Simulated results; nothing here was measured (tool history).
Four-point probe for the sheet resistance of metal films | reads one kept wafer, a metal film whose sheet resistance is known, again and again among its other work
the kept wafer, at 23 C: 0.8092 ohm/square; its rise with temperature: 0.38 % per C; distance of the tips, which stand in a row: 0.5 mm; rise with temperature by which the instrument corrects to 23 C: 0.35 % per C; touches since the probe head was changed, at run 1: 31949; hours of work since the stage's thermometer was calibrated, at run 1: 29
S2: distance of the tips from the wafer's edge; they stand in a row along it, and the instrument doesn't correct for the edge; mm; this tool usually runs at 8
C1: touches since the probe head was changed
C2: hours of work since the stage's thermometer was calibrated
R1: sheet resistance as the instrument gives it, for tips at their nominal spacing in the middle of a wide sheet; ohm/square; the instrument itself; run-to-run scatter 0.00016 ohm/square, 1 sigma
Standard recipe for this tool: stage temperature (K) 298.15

{"run": 1, "hour": 0.0, "stage temperature (K)": 298.15, "S2": 8, "C1": 31949, "C2": 29, "R1": 0.809089}
{"run": 2, "hour": 75.6, "stage temperature (K)": 298.15, "S2": 8, "C1": 34334, "C2": 77, "R1": 0.808457}
{"run": 3, "hour": 149.7, "stage temperature (K)": 298.15, "S2": 8, "C1": 36670, "C2": 125, "R1": 0.808312}
{"run": 4, "hour": 194.1, "stage temperature (K)": 293.15, "S2": 8, "C1": 38070, "C2": 153, "R1": 0.806682}
{"run": 5, "hour": 290.2, "stage temperature (K)": 294.15, "S2": 8, "C1": 41100, "C2": 215, "R1": 0.806573}
{"run": 6, "hour": 367.0, "stage temperature (K)": 294.15, "S2": 8, "C1": 43524, "C2": 264, "R1": 0.806174}
{"run": 7, "hour": 419.1, "stage temperature (K)": 294.15, "S2": 6, "C1": 45167, "C2": 298, "R1": 0.807621}
{"run": 8, "hour": 499.9, "stage temperature (K)": 294.15, "S2": 6, "C1": 47716, "C2": 350, "R1": 0.807208}
{"run": 9, "hour": 566.5, "stage temperature (K)": 300.15, "S2": 8, "C1": 49813, "C2": 393, "R1": 0.807127}
{"run": 10, "hour": 663.9, "stage temperature (K)": 300.15, "S2": 8, "C1": 52888, "C2": 455, "R1": 0.806715}
{"run": 11, "hour": 758.8, "stage temperature (K)": 300.15, "S2": 8, "C1": 55878, "C2": 516, "R1": 0.806454}
{"run": 12, "hour": 828.1, "stage temperature (K)": 300.15, "S2": 8, "C1": 58064, "C2": 561, "R1": 0.805858}
{"run": 13, "hour": 905.0, "stage temperature (K)": 298.15, "S2": 8, "C1": 60489, "C2": 610, "R1": 0.805152}
{"run": 14, "hour": 968.4, "stage temperature (K)": 298.15, "S2": 19, "C1": 62490, "C2": 651, "R1": 0.803841}
{"run": 15, "hour": 1034.1, "stage temperature (K)": 298.15, "S2": 19, "C1": 64560, "C2": 693, "R1": 0.80347}
{"run": 16, "hour": 1123.3, "stage temperature (K)": 298.15, "S2": 19, "C1": 67376, "C2": 750, "R1": 0.803166}
{"run": 17, "hour": 1201.3, "stage temperature (K)": 304.15, "S2": 19, "C1": 69834, "C2": 801, "R1": 0.804412}
{"run": 18, "hour": 1252.9, "stage temperature (K)": 304.15, "S2": 19, "C1": 71462, "C2": 834, "R1": 0.803929}
{"hour": 1331.5, "done": "new probe head fitted"}
{"run": 19, "hour": 1357.2, "stage temperature (K)": 304.15, "S2": 19, "C1": 812, "C2": 900, "R1": 0.809199}
{"run": 20, "hour": 1408.4, "stage temperature (K)": 298.15, "S2": 33, "C1": 2425, "C2": 933, "R1": 0.807164}
{"run": 21, "hour": 1454.2, "stage temperature (K)": 298.15, "S2": 33, "C1": 3869, "C2": 962, "R1": 0.806749}
{"run": 22, "hour": 1505.8, "stage temperature (K)": 298.15, "S2": 55, "C1": 5496, "C2": 996, "R1": 0.806731}
{"run": 23, "hour": 1589.7, "stage temperature (K)": 298.15, "S2": 55, "C1": 8142, "C2": 1049, "R1": 0.806423}
{"run": 24, "hour": 1680.3, "stage temperature (K)": 298.15, "S2": 55, "C1": 11001, "C2": 1108, "R1": 0.806187}
{"run": 25, "hour": 1723.2, "stage temperature (K)": 292.15, "S2": 7, "C1": 12354, "C2": 1135, "R1": 0.806432}
{"run": 26, "hour": 1796.1, "stage temperature (K)": 302.15, "S2": 10, "C1": 14653, "C2": 1182, "R1": 0.807806}
{"run": 27, "hour": 1864.8, "stage temperature (K)": 302.15, "S2": 10, "C1": 16819, "C2": 1226, "R1": 0.807544}
{"run": 28, "hour": 1948.6, "stage temperature (K)": 303.15, "S2": 32, "C1": 19461, "C2": 1280, "R1": 0.806511}
{"run": 29, "hour": 2029.7, "stage temperature (K)": 307.15, "S2": 41, "C1": 22020, "C2": 1332, "R1": 0.807237}
{"run": 30, "hour": 2074.0, "stage temperature (K)": 308.15, "S2": 19, "C1": 23417, "C2": 1361, "R1": 0.807163}
{"run": 31, "hour": 2155.0, "stage temperature (K)": 308.15, "S2": 19, "C1": 25969, "C2": 1413, "R1": 0.806995}
{"run": 32, "hour": 2255.5, "stage temperature (K)": 308.15, "S2": 19, "C1": 29139, "C2": 1477, "R1": 0.806938}
{"run": 33, "hour": 2302.6, "stage temperature (K)": 302.15, "S2": 4, "C1": 30626, "C2": 1508, "R1": 0.811635}
{"run": 34, "hour": 2376.8, "stage temperature (K)": 296.15, "S2": 30, "C1": 32964, "C2": 1555, "R1": 0.802957}
{"run": 35, "hour": 2470.8, "stage temperature (K)": 296.15, "S2": 30, "C1": 35931, "C2": 1616, "R1": 0.802527}
{"run": 36, "hour": 2521.7, "stage temperature (K)": 292.15, "S2": 9, "C1": 37535, "C2": 1648, "R1": 0.802659}
{"run": 37, "hour": 2609.0, "stage temperature (K)": 294.15, "S2": 34, "C1": 40287, "C2": 1704, "R1": 0.801362}
{"run": 38, "hour": 2710.4, "stage temperature (K)": 307.15, "S2": 10, "C1": 43487, "C2": 1770, "R1": 0.805388}
{"run": 39, "hour": 2767.6, "stage temperature (K)": 300.15, "S2": 7, "C1": 45290, "C2": 1806, "R1": 0.80472}
{"run": 40, "hour": 2837.1, "stage temperature (K)": 300.15, "S2": 7, "C1": 47481, "C2": 1851, "R1": 0.804466}
{"run": 41, "hour": 2920.3, "stage temperature (K)": 303.15, "S2": 6, "C1": 50105, "C2": 1904, "R1": 0.805801}
{"run": 42, "hour": 2997.6, "stage temperature (K)": 298.15, "S2": 32, "C1": 52542, "C2": 1954, "R1": 0.800732}
{"run": 43, "hour": 3066.3, "stage temperature (K)": 297.15, "S2": 3, "C1": 54710, "C2": 1998, "R1": 0.812337}
{"run": 44, "hour": 3143.8, "stage temperature (K)": 298.15, "S2": 36, "C1": 57153, "C2": 2048, "R1": 0.800617}
{"hour": 3180.9, "done": "stage's thermometer calibrated"}
{"run": 45, "hour": 3225.3, "stage temperature (K)": 303.15, "S2": 5, "C1": 59708, "C2": 29, "R1": 0.807007}
{"run": 46, "hour": 3302.0, "stage temperature (K)": 301.15, "S2": 3, "C1": 62127, "C2": 78, "R1": 0.814187}

Here are 3 independent what-if runs from the current tool condition. What would each one return?
{"run": "A", "hour": 3351.5, "stage temperature (K)": 298.15, "S2": 3, "C1": 63688, "C2": 110, "R1": "?"}
{"run": "B", "hour": 3351.5, "stage temperature (K)": 302.15, "S2": 13, "C1": 63688, "C2": 110, "R1": "?"}
{"run": "C", "hour": 3351.5, "stage temperature (K)": 291.15, "S2": 3, "C1": 63688, "C2": 110, "R1": "?"}

run=A R1=0.812886
run=B R1=0.802751
run=C R1=0.811205
Stripped of hidden state, with their random variation kept, the same runs would have yielded:
run=A R1=0.821569
run=B R1=0.811332
run=C R1=0.819876
